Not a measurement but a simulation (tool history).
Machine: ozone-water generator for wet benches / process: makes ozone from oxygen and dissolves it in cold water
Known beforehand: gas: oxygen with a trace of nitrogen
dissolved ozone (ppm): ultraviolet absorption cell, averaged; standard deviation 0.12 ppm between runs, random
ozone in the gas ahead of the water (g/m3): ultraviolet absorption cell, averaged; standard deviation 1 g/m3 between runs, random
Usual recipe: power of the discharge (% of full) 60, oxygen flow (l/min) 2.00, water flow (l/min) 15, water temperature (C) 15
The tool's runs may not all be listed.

run   hour  power of the discharge (% of full)  oxygen flow (l/min)  water flow (l/min)  water temperature (C)  dissolved ozone (ppm)  ozone in the gas ahead of the water (g/m3)
  1    0.0                                  60                 2.00                  15                     15                   12.5                                       172.0
  2   48.0                                  60                 2.00                  15                     15                   12.3                                       173.6
  3   94.3                                  60                 2.00                  15                     15                   12.6                                       172.8
  4  126.2                                  60                 2.00                  15                     15                   12.4                                       174.6
  5  160.4                                  60                 2.00                  20                     15                    9.6                                       172.9
  6  209.2                                  60                 2.00                  20                     15                    9.7                                       173.3
  7  234.7                                  60                 2.57                  20                     15                   10.3                                       155.8
  8  256.0                                  60                 2.57                  20                     15                   10.1                                       154.6
  9  304.3                                  60                 2.57                  20                     15                   10.3                                       155.8
 10  338.9                                  60                 1.46                  15                     15                   11.2                                       203.2
 11  381.4                                  60                 2.00                  15                     15                   12.5                                       175.9
 12  415.1                                  50                 2.00                  16                     15                   10.2                                       153.0
 13  464.8                                  50                 2.00                  16                     15                   10.4                                       152.4
 14  497.7                                  46                 2.65                  13                      7                   13.2                                       127.5
 15  531.1                                  46                 2.65                  13                     16                   12.0                                       127.9
 16  565.3                                  58                 2.00                  15                      9                   12.9                                       173.3
 17  615.4                                  43                 3.54                  20                     15                    8.6                                       105.8
     641.2  -- gauge calibrated
 18  663.5                                  43                 3.54                  20                     15                    8.3                                       103.0
 19  691.5                                  43                 1.78                  20                      9                    7.4                                       143.4
 20  722.3                                  51                 2.65                  15                     10                   12.4                                       133.9
 21  746.6                                  44                 2.49                  15                     10                   11.0                                       124.5
 22  773.8                                  44                 1.77                   9                     10                   15.4                                       146.5

Forecast each of these 4 alternatives for the next run:
  A  811.2                                  60                 2.00                  15                     20                      ?                                           ?
  B  811.2                                  44                 1.23                   9                     10                      ?                                           ?
  C  811.2                                  65                 1.40                  12                     10                      ?                                           ?
  D  811.2                                  58                 1.11                  11                     15                      ?                                           ?

run  dissolved ozone (ppm)  ozone in the gas ahead of the water (g/m3)
  A                   11.8                                       174.2
  B                   14.2                                       177.1
  C                   15.2                                       217.4
  D                   13.7                                       224.0
With no hidden state in the tool, these same runs would have given:
run  dissolved ozone (ppm)  ozone in the gas ahead of the water (g/m3)
  A                   11.8                                       172.9
  B                   14.2                                       175.7
  C                   15.2                                       215.8
  D                   13.7                                       222.4
